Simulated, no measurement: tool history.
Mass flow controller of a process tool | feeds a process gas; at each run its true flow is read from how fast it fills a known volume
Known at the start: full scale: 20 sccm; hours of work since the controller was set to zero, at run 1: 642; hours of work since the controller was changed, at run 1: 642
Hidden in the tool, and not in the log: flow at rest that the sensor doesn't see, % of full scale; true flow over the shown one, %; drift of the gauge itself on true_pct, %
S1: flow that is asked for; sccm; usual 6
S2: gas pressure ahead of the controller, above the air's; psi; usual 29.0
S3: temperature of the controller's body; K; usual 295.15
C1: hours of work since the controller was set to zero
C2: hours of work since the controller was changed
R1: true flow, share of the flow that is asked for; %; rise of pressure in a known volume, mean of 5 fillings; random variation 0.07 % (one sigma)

| run | hour | S1 | S2 | S3 | C1 | C2 | R1 |
|---|---|---|---|---|---|---|---|
| 1 | 0.0 | 6 | 29.0 | 295.15 | 642 | 642 | 98.87 |
| 2 | 39.0 | 6 | 29.0 | 295.15 | 656 | 656 | 98.92 |
| 3 | 91.5 | 6 | 29.0 | 295.15 | 676 | 676 | 98.93 |
| 4 | 167.5 | 6 | 29.0 | 295.15 | 705 | 705 | 98.84 |
| 5 | 221.5 | 6 | 29.0 | 295.15 | 725 | 725 | 99.01 |
| 6 | 300.9 | 6 | 29.0 | 295.15 | 755 | 755 | 98.91 |
| 7 | 370.7 | 6 | 29.0 | 295.15 | 782 | 782 | 98.78 |
| 8 | 417.4 | 6 | 29.0 | 295.15 | 800 | 800 | 98.86 |
| 9 | 464.4 | 6 | 29.0 | 295.15 | 817 | 817 | 98.93 |
| 10 | 543.2 | 6 | 29.0 | 295.15 | 847 | 847 | 98.85 |
| 11 | 622.4 | 7 | 23.4 | 295.15 | 877 | 877 | 99.13 |
| 12 | 659.2 | 8 | 29.0 | 311.15 | 891 | 891 | 98.23 |
| 13 | 700.5 | 3 | 32.3 | 307.15 | 907 | 907 | 97.30 |
| 14 | 757.6 | 2 | 34.7 | 302.15 | 928 | 928 | 97.09 |
| 15 | 823.5 | 2 | 29.0 | 304.15 | 953 | 953 | 97.13 |
| 16 | 883.7 | 2 | 29.0 | 304.15 | 976 | 976 | 97.13 |
| 17 | 921.3 | 3 | 38.7 | 295.15 | 990 | 990 | 97.75 |

Hidden state or all else? Some run-to-run changes of R1, split into what the settings, what came in and random variation would give without the hidden state, and what is left for the hidden state (with any gauge scatter that isn't in both results):
Run 12 -> 13: S1 8 -> 3, S2 29.0 -> 32.3, S3 311.15 -> 307.15. R1 -0.93 %: hidden state -0.48, all else -0.45.

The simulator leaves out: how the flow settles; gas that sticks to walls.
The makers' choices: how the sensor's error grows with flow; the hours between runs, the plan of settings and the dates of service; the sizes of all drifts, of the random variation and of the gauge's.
